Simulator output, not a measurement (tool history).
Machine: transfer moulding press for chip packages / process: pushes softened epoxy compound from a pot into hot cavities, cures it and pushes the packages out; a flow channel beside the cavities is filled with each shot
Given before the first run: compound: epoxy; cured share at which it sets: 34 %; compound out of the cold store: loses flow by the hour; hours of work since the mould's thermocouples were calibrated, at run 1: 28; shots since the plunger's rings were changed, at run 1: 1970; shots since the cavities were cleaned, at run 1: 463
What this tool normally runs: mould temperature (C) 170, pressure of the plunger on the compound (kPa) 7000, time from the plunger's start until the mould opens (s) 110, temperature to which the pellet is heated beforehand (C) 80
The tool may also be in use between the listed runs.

run   hour  mould temperature (C)  pressure of the plunger on the compound (kPa)  time from the plunger's start until the mould opens (s)  temperature to which the pellet is heated beforehand (C)  hours of work since the mould's thermocouples were calibrated  shots since the plunger's rings were changed  shots since the cavities were cleaned  incoming compound's hours out of the cold store  length that the compound runs in the flow channel (mm)  greatest force on the pins that push the packages out (N)
  1      0                    170                                           7000                                                      110                                                        80                                                             28                                          1970                                    463                                             38.1                                                     832                                                        652
      11.5  -- cavities cleaned with cleaning compound and waxed
  2     12                    170                                           7000                                                      110                                                        80                                                             33                                          2052                                      4                                             41.4                                                     817                                                        409
  3     21                    170                                           7000                                                      110                                                        80                                                             38                                          2121                                     73                                               39                                                     826                                                        471
  4   41.3                    170                                           7000                                                      102                                                        80                                                             47                                          2279                                    231                                             35.9                                                     834                                                        596
  5   60.6                    170                                           7000                                                      110                                                        80                                                             56                                          2429                                    381                                             43.2                                                     805                                                        623
  6   74.3                    170                                           7000                                                      110                                                        80                                                             63                                          2535                                    487                                             33.4                                                     838                                                        637
      83.3  -- cavities cleaned with cleaning compound and waxed
  7   86.8                    163                                           7000                                                      110                                                        80                                                             68                                          2621                                     28                                             21.7                                                     914                                                        634
  8  101.7                    165                                           7000                                                      110                                                        80                                                             75                                          2737                                    144                                             36.5                                                     842                                                        629
  9  110.9                    165                                           7000                                                      110                                                        80                                                             79                                          2807                                    214                                             22.4                                                     902                                                        712
 10  129.1                    165                                           7000                                                      110                                                        80                                                             88                                          2949                                    356                                             11.9                                                     942                                                        762
 11  139.8                    165                                           7000                                                      110                                                        80                                                             93                                          3032                                    439                                             22.6                                                     896                                                        813
     154.8  -- cavities cleaned with cleaning compound and waxed
 12  158.5                    165                                           7000                                                      110                                                        80                                                            101                                          3166                                     29                                             10.5                                                     948                                                        555
 13  176.4                    165                                           7000                                                      110                                                        80                                                            110                                          3305                                    168                                             25.2                                                     879                                                        661
 14  196.2                    165                                           7000                                                      110                                                        80                                                            119                                          3458                                    321                                             33.9                                                     845                                                        735
 15  204.7                    170                                           5550                                                      110                                                        71                                                            123                                          3524                                    387                                             45.6                                                     702                                                        605
 16  222.5                    170                                           6220                                                      132                                                        71                                                            132                                          3662                                    525                                             21.8                                                     829                                                        583
     227.1  -- cavities cleaned with cleaning compound and waxed
 17  237.3                    177                                           5810                                                      104                                                        80                                                            138                                          3766                                     80                                               13                                                     803                                                        418
 18  252.7                    175                                           7760                                                      113                                                        85                                                            145                                          3885                                    199                                             30.6                                                     861                                                        469
 19  265.2                    175                                           7760                                                      113                                                        85                                                            151                                          3982                                    296                                             26.2                                                     879                                                        506
 20  274.6                    170                                           7470                                                      131                                                        80                                                            156                                          4055                                    369                                             25.1                                                     882                                                        550
 21  285.9                    170                                           7470                                                      131                                                        80                                                            161                                          4143                                    457                                               26                                                     880                                                        573
     295.5  -- plunger's sealing rings changed
     300.9  -- cavities cleaned with cleaning compound and waxed
 22  301.6                    173                                           5210                                                      128                                                        78                                                            167                                            35                                      5                                             13.1                                                     812                                                        348
 23  312.1                    168                                           6530                                                      128                                                        84                                                            172                                           117                                     87                                             33.1                                                     843                                                        442
 24  322.8                    168                                           6530                                                      128                                                        84                                                            177                                           200                                    170                                               15                                                     915                                                        484
 25  334.1                    174                                           7000                                                      110                                                        80                                                            182                                           288                                    258                                             43.2                                                     812                                                        505
 26  346.4                    176                                           7930                                                      110                                                        80                                                            188                                           383                                    353                                             27.4                                                     922                                                        542
 27  363.8                    176                                           7930                                                      110                                                        80                                                            196                                           518                                    488                                             45.7                                                     851                                                        571
     372.4  -- cavities cleaned with cleaning compound and waxed
 28  375.8                    170                                           6680                                                      109                                                        80                                                            201                                           600                                     26                                             42.1                                                     807                                                        436

Some steps in length that the compound runs in the flow channel (mm), run to run, broken into two amounts with sign: the step expected even without the hidden condition (settings, incoming material, random variation), and the rest, left for the hidden condition together with whatever gauge scatter is not in both the measured and the hidden-condition-free result:
The hidden state here: true mould temperature over the reading, C; pressure that reaches the compound, % of what is set; grip of the stained cavities, % over clean ones'; drift of the gauge itself on flow_mm, %; drift of the gauge itself on push_out_n, %.
Run 14 -> 15: mould temperature (C) 165 -> 170, pressure of the plunger on the compound (kPa) 7000 -> 5550, temperature to which the pellet is heated beforehand (C) 80 -> 71. length that the compound runs in the flow channel (mm) -143: hidden state +6, all else -149.
Run 15 -> 16: pressure of the plunger on the compound (kPa) 5550 -> 6220, time from the plunger's start until the mould opens (s) 110 -> 132. length that the compound runs in the flow channel (mm) +127: hidden state -8, all else +135.
Run 21 -> 22: mould temperature (C) 170 -> 173, pressure of the plunger on the compound (kPa) 7470 -> 5210, time from the plunger's start until the mould opens (s) 131 -> 128, temperature to which the pellet is heated beforehand (C) 80 -> 78, plunger's sealing rings changed, cavities cleaned with cleaning compound and waxed. length that the compound runs in the flow channel (mm) -68: hidden state +49, all else -117.
